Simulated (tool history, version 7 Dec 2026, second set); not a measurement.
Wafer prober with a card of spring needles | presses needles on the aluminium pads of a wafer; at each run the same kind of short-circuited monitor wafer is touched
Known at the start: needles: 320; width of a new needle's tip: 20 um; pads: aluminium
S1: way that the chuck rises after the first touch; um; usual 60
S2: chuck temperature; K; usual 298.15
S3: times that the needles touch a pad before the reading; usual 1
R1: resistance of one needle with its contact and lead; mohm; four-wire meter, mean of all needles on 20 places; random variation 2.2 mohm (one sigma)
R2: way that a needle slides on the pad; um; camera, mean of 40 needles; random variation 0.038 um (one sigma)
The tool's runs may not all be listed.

run,hour,S1,S2,S3,R1,R2
1,0,60,298.15,1,284,9.3
# hour 4.7: tips cleaned on abrasive film
# hour 12.4: tips cleaned on abrasive film
# hour 18.6: tips cleaned on abrasive film
# hour 26.3: tips cleaned on abrasive film
# hour 34: tips cleaned on abrasive film
# hour 41.7: tips cleaned on abrasive film
# hour 49.4: tips cleaned on abrasive film
# hour 57.1: tips cleaned on abrasive film
# hour 64.8: tips cleaned on abrasive film
# hour 71: tips cleaned on abrasive film
# hour 77.2: tips cleaned on abrasive film
2,77.2,60,328.15,1,266,9.16
# hour 83.4: tips cleaned on abrasive film
# hour 91.1: tips cleaned on abrasive film
# hour 98.8: tips cleaned on abrasive film
# hour 105: tips cleaned on abrasive film
# hour 112.7: tips cleaned on abrasive film
# hour 120.4: tips cleaned on abrasive film
# hour 128.2: tips cleaned on abrasive film
3,133,60,328.15,1,318,9.06
# hour 134.6: tips cleaned on abrasive film
# hour 140.8: tips cleaned on abrasive film
# hour 148.5: tips cleaned on abrasive film
# hour 156.2: tips cleaned on abrasive film
# hour 163.9: tips cleaned on abrasive film
# hour 171.6: tips cleaned on abrasive film
# hour 177.8: tips cleaned on abrasive film
# hour 184.2: height of the first contact set anew
# hour 185.8: tips cleaned on abrasive film
# hour 193.5: tips cleaned on abrasive film
# hour 199.7: tips cleaned on abrasive film
# hour 207.4: tips cleaned on abrasive film
# hour 215.1: tips cleaned on abrasive film
# hour 222.9: tips cleaned on abrasive film
# hour 229: tips cleaned on abrasive film
# hour 236.7: tips cleaned on abrasive film
4,237.4,60,298.15,1,264,9.32
# hour 243.6: tips cleaned on abrasive film
# hour 251.3: tips cleaned on abrasive film
# hour 259: tips cleaned on abrasive film
# hour 265.2: tips cleaned on abrasive film
# hour 272.9: tips cleaned on abrasive film
# hour 279.1: tips cleaned on abrasive film
# hour 286.8: tips cleaned on abrasive film
# hour 293: tips cleaned on abrasive film
5,294.4,53,298.15,1,286,8.17
# hour 300.5: tips cleaned on abrasive film
# hour 306.7: tips cleaned on abrasive film
# hour 314.4: tips cleaned on abrasive film
# hour 322.1: tips cleaned on abrasive film
# hour 329.9: tips cleaned on abrasive film
# hour 336: tips cleaned on abrasive film
# hour 343.8: tips cleaned on abrasive film
# hour 351.5: tips cleaned on abrasive film
# hour 359.2: tips cleaned on abrasive film
6,364.2,60,298.15,1,316,9.24
# hour 365.9: tips cleaned on abrasive film
# hour 373.6: tips cleaned on abrasive film
# hour 381.3: tips cleaned on abrasive film
# hour 389: tips cleaned on abrasive film
# hour 396.7: tips cleaned on abrasive film
# hour 404.4: tips cleaned on abrasive film
# hour 412.1: tips cleaned on abrasive film
# hour 418.3: tips cleaned on abrasive film
7,421,60,298.15,1,284,9.15
# hour 425.7: tips cleaned on abrasive film
# hour 433.4: tips cleaned on abrasive film
# hour 439.6: tips cleaned on abrasive film
# hour 445.8: tips cleaned on abrasive film
# hour 453.5: tips cleaned on abrasive film
# hour 459.6: tips cleaned on abrasive film
# hour 465.8: tips cleaned on abrasive film
# hour 473.5: tips cleaned on abrasive film
# hour 481.3: tips cleaned on abrasive film
# hour 487.4: tips cleaned on abrasive film
# hour 493.6: tips cleaned on abrasive film
# hour 499.8: tips cleaned on abrasive film
8,503.7,60,298.15,1,297,9.12
# hour 506.9: tips cleaned on abrasive film
# hour 507.2: height of the first contact set anew
# hour 514.9: tips cleaned on abrasive film
# hour 522.6: tips cleaned on abrasive film
# hour 528.8: tips cleaned on abrasive film
# hour 536.5: tips cleaned on abrasive film
# hour 544.2: tips cleaned on abrasive film
# hour 550.4: tips cleaned on abrasive film
# hour 558.1: tips cleaned on abrasive film
# hour 565.8: tips cleaned on abrasive film
# hour 573.5: tips cleaned on abrasive film
# hour 581.2: tips cleaned on abrasive film
9,582.7,60,298.15,1,277,9.37
# hour 588.9: tips cleaned on abrasive film
# hour 595.1: tips cleaned on abrasive film
# hour 602.8: tips cleaned on abrasive film
# hour 610.5: tips cleaned on abrasive film
# hour 618.2: tips cleaned on abrasive film
# hour 624.4: tips cleaned on abrasive film
# hour 632.1: tips cleaned on abrasive film
# hour 638.3: tips cleaned on abrasive film
# hour 646: tips cleaned on abrasive film
# hour 653.3: tips cleaned on abrasive film
10,653.3,57,298.15,2,258,8.79
# hour 659.5: tips cleaned on abrasive film
# hour 667.2: tips cleaned on abrasive film
# hour 673.4: tips cleaned on abrasive film
# hour 679.6: tips cleaned on abrasive film
# hour 687.3: tips cleaned on abrasive film
# hour 695: tips cleaned on abrasive film
# hour 702.7: tips cleaned on abrasive film
11,704.8,60,319.15,3,273,9.2
# hour 709.4: tips cleaned on abrasive film
# hour 715.6: tips cleaned on abrasive film
# hour 723.3: tips cleaned on abrasive film
# hour 729.5: tips cleaned on abrasive film
# hour 737.2: tips cleaned on abrasive film
# hour 744.9: tips cleaned on abrasive film
# hour 751.1: tips cleaned on abrasive film
# hour 758.8: tips cleaned on abrasive film
# hour 765: tips cleaned on abrasive film
# hour 771.2: tips cleaned on abrasive film
12,772.1,60,319.15,3,264,9.1

3 ways to go on from here, each from the tool as it stands after run 12. What would each give?
# hour 778.3: tips cleaned on abrasive film
# hour 784.5: tips cleaned on abrasive film
# hour 790.7: tips cleaned on abrasive film
# hour 798.4: tips cleaned on abrasive film
# hour 804.6: tips cleaned on abrasive film
# hour 810.8: tips cleaned on abrasive film
# hour 818.5: tips cleaned on abrasive film
# hour 826.2: tips cleaned on abrasive film
# hour 829.6: height of the first contact set anew
# hour 834.2: tips cleaned on abrasive film
# hour 840.4: tips cleaned on abrasive film
# hour 848: tips cleaned on abrasive film
A,848,65,300.15,2,?,?
# hour 778.3: tips cleaned on abrasive film
# hour 784.5: tips cleaned on abrasive film
# hour 790.7: tips cleaned on abrasive film
# hour 798.4: tips cleaned on abrasive film
# hour 804.6: tips cleaned on abrasive film
# hour 810.8: tips cleaned on abrasive film
# hour 818.5: tips cleaned on abrasive film
# hour 826.2: tips cleaned on abrasive film
# hour 829.6: height of the first contact set anew
# hour 834.2: tips cleaned on abrasive film
# hour 840.4: tips cleaned on abrasive film
# hour 848: tips cleaned on abrasive film
B,848,44,298.15,2,?,?
# hour 778.3: tips cleaned on abrasive film
# hour 784.5: tips cleaned on abrasive film
# hour 790.7: tips cleaned on abrasive film
# hour 798.4: tips cleaned on abrasive film
# hour 804.6: tips cleaned on abrasive film
# hour 810.8: tips cleaned on abrasive film
# hour 818.5: tips cleaned on abrasive film
# hour 826.2: tips cleaned on abrasive film
# hour 829.6: height of the first contact set anew
# hour 834.2: tips cleaned on abrasive film
# hour 840.4: tips cleaned on abrasive film
# hour 848: tips cleaned on abrasive film
C,848,47,397.15,2,?,?

run,R1,R2
A,259,10.15
B,271,6.88
C,289,7.36
Without the tool's hidden state the same runs would have given:
run,R1,R2
A,252,10.17
B,259,6.9
C,279,7.39
